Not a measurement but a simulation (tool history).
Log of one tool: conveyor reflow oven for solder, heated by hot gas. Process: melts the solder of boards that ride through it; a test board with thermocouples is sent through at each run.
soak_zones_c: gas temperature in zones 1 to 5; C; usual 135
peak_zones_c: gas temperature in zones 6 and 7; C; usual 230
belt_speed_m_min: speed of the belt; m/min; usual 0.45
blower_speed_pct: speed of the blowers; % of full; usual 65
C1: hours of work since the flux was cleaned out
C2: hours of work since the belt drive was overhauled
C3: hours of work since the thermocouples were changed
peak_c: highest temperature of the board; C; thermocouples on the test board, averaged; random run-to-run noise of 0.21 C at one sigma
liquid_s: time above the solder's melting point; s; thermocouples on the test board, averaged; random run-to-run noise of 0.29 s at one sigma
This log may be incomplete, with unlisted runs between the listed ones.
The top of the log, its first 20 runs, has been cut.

Run 21, hour 645.5: usual settings but blower_speed_pct 67 % of full; C1 32; C2 509; C3 982. Result: peak_c 216.2 C, liquid_s 67.8 s.
Run 22, hour 665.3: usual settings but peak_zones_c 225 C, belt_speed_m_min 0.51 m/min, blower_speed_pct 76 % of full; C1 41; C2 518; C3 990. Result: peak_c 209.8 C, liquid_s 54.2 s.
Run 23, hour 700.3: usual settings but peak_zones_c 225 C, belt_speed_m_min 0.51 m/min, blower_speed_pct 76 % of full; C1 56; C2 533; C3 1006. Result: peak_c 209.7 C, liquid_s 53.4 s.
Run 24, hour 738.9: usual settings but soak_zones_c 120 C, peak_zones_c 228 C, belt_speed_m_min 0.421 m/min, blower_speed_pct 76 % of full; C1 72; C2 549; C3 1022. Result: peak_c 215.7 C, liquid_s 68.2 s.
Run 25, hour 771.9: usual settings but soak_zones_c 120 C, peak_zones_c 228 C, belt_speed_m_min 0.421 m/min, blower_speed_pct 76 % of full; C1 87; C2 564; C3 1037. Result: peak_c 215.8 C, liquid_s 68.6 s.
Run 26, hour 803.9: usual settings but soak_zones_c 120 C, peak_zones_c 228 C, belt_speed_m_min 0.421 m/min, blower_speed_pct 76 % of full; C1 101; C2 578; C3 1050. Result: peak_c 216.1 C, liquid_s 68.7 s.
Run 27, hour 842.6: usual settings but soak_zones_c 120 C, peak_zones_c 228 C, belt_speed_m_min 0.421 m/min, blower_speed_pct 76 % of full; C1 117; C2 594; C3 1067. Result: peak_c 215.6 C, liquid_s 68.1 s.
Run 28, hour 878.4: usual settings but peak_zones_c 242 C, blower_speed_pct 51 % of full; C1 133; C2 610; C3 1083. Result: peak_c 221.9 C, liquid_s 73.2 s.
Run 29, hour 901: usual settings but peak_zones_c 242 C, blower_speed_pct 51 % of full; C1 143; C2 620; C3 1092. Result: peak_c 221.9 C, liquid_s 73 s.
Run 30, hour 941.9: usual settings but soak_zones_c 136 C, belt_speed_m_min 0.392 m/min, blower_speed_pct 84 % of full; C1 160; C2 637; C3 1110. Result: peak_c 222.1 C, liquid_s 87 s.

Forecast each of these 3 alternatives for the next run:
Run A, hour 988.2: usual settings but soak_zones_c 133 C, peak_zones_c 239 C, belt_speed_m_min 0.392 m/min, blower_speed_pct 50 % of full; C1 180; C2 657; C3 1130. Result: peak_c ?, liquid_s ?.
Run B, hour 988.2: usual settings but soak_zones_c 132 C, belt_speed_m_min 0.408 m/min, blower_speed_pct 84 % of full; C1 180; C2 657; C3 1130. Result: peak_c ?, liquid_s ?.
Run C, hour 988.2: usual settings but soak_zones_c 148 C, belt_speed_m_min 0.392 m/min, blower_speed_pct 84 % of full; C1 180; C2 657; C3 1130. Result: peak_c ?, liquid_s ?.

run  peak_c  liquid_s
  A   223.9      84.8
  B   220.9      80.6
  C     223      93.2
The same runs, with their run-to-run variation unchanged, on a tool lacking any hidden condition would have given:
run  peak_c  liquid_s
  A   223.9      84.7
  B   220.9      80.5
  C     223      93.2

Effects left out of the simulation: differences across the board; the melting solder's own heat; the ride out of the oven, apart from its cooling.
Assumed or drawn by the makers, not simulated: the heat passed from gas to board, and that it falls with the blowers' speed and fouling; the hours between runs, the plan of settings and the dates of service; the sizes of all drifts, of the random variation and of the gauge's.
